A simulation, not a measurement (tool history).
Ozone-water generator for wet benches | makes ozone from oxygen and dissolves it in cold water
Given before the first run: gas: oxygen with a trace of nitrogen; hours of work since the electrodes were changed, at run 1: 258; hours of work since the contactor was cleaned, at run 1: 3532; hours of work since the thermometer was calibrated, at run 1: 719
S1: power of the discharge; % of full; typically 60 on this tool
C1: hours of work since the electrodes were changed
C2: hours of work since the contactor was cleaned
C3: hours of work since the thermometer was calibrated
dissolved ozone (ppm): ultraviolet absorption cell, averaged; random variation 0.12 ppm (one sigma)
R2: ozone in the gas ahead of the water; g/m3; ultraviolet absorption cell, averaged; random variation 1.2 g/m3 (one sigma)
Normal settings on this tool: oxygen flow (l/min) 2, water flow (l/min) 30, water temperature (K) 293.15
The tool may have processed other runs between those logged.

run 1 hour=0 | S1=60 oxygen_flow_(l/min)=2 water_flow_(l/min)=30 water_temperature_(K)=293.15 | C1=258 C2=3532 C3=719 | dissolved_ozone_(ppm)=9.7 R2=213.1
run 2 hour=34.5 | S1=60 oxygen_flow_(l/min)=2 water_flow_(l/min)=30 water_temperature_(K)=293.15 | C1=282 C2=3556 C3=743 | dissolved_ozone_(ppm)=9.7 R2=213
run 3 hour=67.9 | S1=60 oxygen_flow_(l/min)=2 water_flow_(l/min)=30 water_temperature_(K)=293.15 | C1=306 C2=3579 C3=766 | dissolved_ozone_(ppm)=9.8 R2=213.7
run 4 hour=99 | S1=60 oxygen_flow_(l/min)=2 water_flow_(l/min)=30 water_temperature_(K)=293.15 | C1=327 C2=3601 C3=788 | dissolved_ozone_(ppm)=9.7 R2=212.4
run 5 hour=118.8 | S1=60 oxygen_flow_(l/min)=2 water_flow_(l/min)=30 water_temperature_(K)=293.15 | C1=341 C2=3614 C3=802 | dissolved_ozone_(ppm)=9.6 R2=213.9
run 6 hour=150.5 | S1=60 oxygen_flow_(l/min)=2 water_flow_(l/min)=30 water_temperature_(K)=288.15 | C1=363 C2=3636 C3=824 | dissolved_ozone_(ppm)=9.8 R2=213.7
run 7 hour=175.4 | S1=60 oxygen_flow_(l/min)=2 water_flow_(l/min)=30 water_temperature_(K)=288.15 | C1=381 C2=3654 C3=841 | dissolved_ozone_(ppm)=10.1 R2=211.6
run 8 hour=202 | S1=60 oxygen_flow_(l/min)=2 water_flow_(l/min)=30 water_temperature_(K)=288.15 | C1=399 C2=3672 C3=860 | dissolved_ozone_(ppm)=10.1 R2=212.2
run 9 hour=222.4 | S1=60 oxygen_flow_(l/min)=2 water_flow_(l/min)=43 water_temperature_(K)=293.15 | C1=413 C2=3687 C3=874 | dissolved_ozone_(ppm)=6.3 R2=210.6
run 10 hour=251.9 | S1=60 oxygen_flow_(l/min)=2 water_flow_(l/min)=43 water_temperature_(K)=293.15 | C1=434 C2=3707 C3=895 | dissolved_ozone_(ppm)=6.3 R2=213
run 11 hour=271.2 | S1=60 oxygen_flow_(l/min)=2 water_flow_(l/min)=43 water_temperature_(K)=293.15 | C1=447 C2=3721 C3=908 | dissolved_ozone_(ppm)=6.2 R2=213.1
run 12 hour=291.4 | S1=60 oxygen_flow_(l/min)=2.52 water_flow_(l/min)=30 water_temperature_(K)=293.15 | C1=462 C2=3735 C3=922 | dissolved_ozone_(ppm)=10.2 R2=185.6
run 13 hour=320.1 | S1=60 oxygen_flow_(l/min)=2 water_flow_(l/min)=30 water_temperature_(K)=293.15 | C1=482 C2=3755 C3=942 | dissolved_ozone_(ppm)=9.5 R2=212.5
run 14 hour=357.9 | S1=60 oxygen_flow_(l/min)=2 water_flow_(l/min)=30 water_temperature_(K)=293.15 | C1=508 C2=3781 C3=968 | dissolved_ozone_(ppm)=9.6 R2=210.6
run 15 hour=389.9 | S1=60 oxygen_flow_(l/min)=2 water_flow_(l/min)=30 water_temperature_(K)=293.15 | C1=530 C2=3803 C3=991 | dissolved_ozone_(ppm)=9.6 R2=211
run 16 hour=408.8 | S1=60 oxygen_flow_(l/min)=2 water_flow_(l/min)=30 water_temperature_(K)=293.15 | C1=543 C2=3817 C3=1004 | dissolved_ozone_(ppm)=9.8 R2=210.1
run 17 hour=425.1 | S1=50 oxygen_flow_(l/min)=1.36 water_flow_(l/min)=30 water_temperature_(K)=297.15 | C1=555 C2=3828 C3=1015 | dissolved_ozone_(ppm)=7.6 R2=234.1
run 18 hour=460.8 | S1=60 oxygen_flow_(l/min)=1.61 water_flow_(l/min)=30 water_temperature_(K)=293.15 | C1=580 C2=3853 C3=1040 | dissolved_ozone_(ppm)=9 R2=238.6
run 19 hour=477 | S1=60 oxygen_flow_(l/min)=1.61 water_flow_(l/min)=30 water_temperature_(K)=293.15 | C1=591 C2=3864 C3=1051 | dissolved_ozone_(ppm)=9.2 R2=237.6
run 20 hour=504.1 | S1=41 oxygen_flow_(l/min)=1.34 water_flow_(l/min)=30 water_temperature_(K)=296.15 | C1=610 C2=3883 C3=1070 | dissolved_ozone_(ppm)=6.7 R2=213.1
run 21 hour=521.2 | S1=60 oxygen_flow_(l/min)=3.22 water_flow_(l/min)=18 water_temperature_(K)=296.15 | C1=622 C2=3895 C3=1082 | dissolved_ozone_(ppm)=16.2 R2=161.4
run 22 hour=557.1 | S1=60 oxygen_flow_(l/min)=3.22 water_flow_(l/min)=18 water_temperature_(K)=296.15 | C1=647 C2=3920 C3=1107 | dissolved_ozone_(ppm)=16.3 R2=160.6
run 23 hour=581.2 | S1=60 oxygen_flow_(l/min)=3.22 water_flow_(l/min)=18 water_temperature_(K)=296.15 | C1=663 C2=3937 C3=1124 | dissolved_ozone_(ppm)=15.9 R2=162
run 24 hour=612.3 | S1=41 oxygen_flow_(l/min)=1.27 water_flow_(l/min)=30 water_temperature_(K)=293.15 | C1=685 C2=3958 C3=1146 | dissolved_ozone_(ppm)=6.6 R2=219.5
run 25 hour=647.9 | S1=41 oxygen_flow_(l/min)=1.27 water_flow_(l/min)=38 water_temperature_(K)=293.15 | C1=710 C2=3983 C3=1171 | dissolved_ozone_(ppm)=5.1 R2=217.8
-- hour=658.7 contactor cleaned
run 26 hour=676.4 | S1=68 oxygen_flow_(l/min)=2.99 water_flow_(l/min)=38 water_temperature_(K)=293.15 | C1=727 C2=12 C3=1188 | dissolved_ozone_(ppm)=9 R2=183.5
run 27 hour=705.9 | S1=68 oxygen_flow_(l/min)=1.59 water_flow_(l/min)=35 water_temperature_(K)=293.15 | C1=748 C2=33 C3=1208 | dissolved_ozone_(ppm)=8.1 R2=260
run 28 hour=735 | S1=68 oxygen_flow_(l/min)=1.59 water_flow_(l/min)=35 water_temperature_(K)=290.15 | C1=768 C2=53 C3=1228 | dissolved_ozone_(ppm)=8.4 R2=257.2
run 29 hour=753.1 | S1=68 oxygen_flow_(l/min)=1.59 water_flow_(l/min)=35 water_temperature_(K)=296.15 | C1=780 C2=66 C3=1241 | dissolved_ozone_(ppm)=8.3 R2=255

For run 30, what comes out?
run 30 hour=785.5 | S1=68 oxygen_flow_(l/min)=1.59 water_flow_(l/min)=35 water_temperature_(K)=296.15 | C1=803 C2=88 C3=1264 | dissolved_ozone_(ppm)=? R2=?

dissolved ozone (ppm): 8.2
R2: 256.1 g/m3
If the tool had no hidden condition, the same run with the same run-to-run variation would have returned dissolved ozone (ppm) 8.5, R2 263.4 g/m3.
